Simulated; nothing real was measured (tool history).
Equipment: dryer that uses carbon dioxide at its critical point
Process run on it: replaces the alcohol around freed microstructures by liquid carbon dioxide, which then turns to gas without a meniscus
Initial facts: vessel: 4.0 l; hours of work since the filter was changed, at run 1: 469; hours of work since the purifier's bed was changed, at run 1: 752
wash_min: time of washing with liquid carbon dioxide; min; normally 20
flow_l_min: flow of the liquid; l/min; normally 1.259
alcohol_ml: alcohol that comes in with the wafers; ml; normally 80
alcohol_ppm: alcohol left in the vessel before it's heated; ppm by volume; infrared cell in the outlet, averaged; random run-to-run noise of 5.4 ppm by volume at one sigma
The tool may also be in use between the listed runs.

run	day	wash_min	flow_l_min	alcohol_ml	hours of work since the filter was changed	hours of work since the purifier's bed was changed	alcohol_ppm
1	0	20	1.259	80	469	752	312
2	0.912	20	1.259	80	484	767	304
3	1.5	20	1.259	80	493	776	313
4	2.662	20	1.259	80	512	795	307
5	3.704	15	1.259	80	530	813	763
6	4.725	20	1.47	80	546	829	222
# day 5.375: inlet filter changed
7	5.733	20	1.47	80	6	845	179
8	6.621	20	1.259	80	20	860	262
9	7.429	20	1.259	80	34	873	266
10	8.712	20	1.259	80	55	894	267
11	9.75	17	2.05	71	72	911	146
12	10.467	13	1.9	79	84	923	280
13	11.038	21	0.77	79	93	932	960
14	11.908	19	1.259	30	107	947	202
15	13.054	27	1.16	47	126	966	170
16	14.212	16	0.87	50	145	985	979
17	14.938	14	0.78	22	157	997	788
18	16.246	14	0.78	22	179	1018	836
19	16.871	18	1.9	22	189	1028	146
20	18.104	20	1	67	209	1049	504

What if the next run were any one of these 5? Each begins from the tool's condition after run 20:
A	18.975	18	1.47	117	224	1063	?
B	18.975	16	1.259	25	224	1063	?
C	18.975	20	1	79	224	1063	?
D	18.975	21	2.07	36	224	1063	?
E	18.975	25	2.01	64	224	1063	?

run	alcohol_ppm
A	330
B	276
C	571
D	152
E	150
With the hidden condition removed and each run's random variation left untouched, the same runs would have given:
run	alcohol_ppm
A	153
B	113
C	368
D	7
E	4
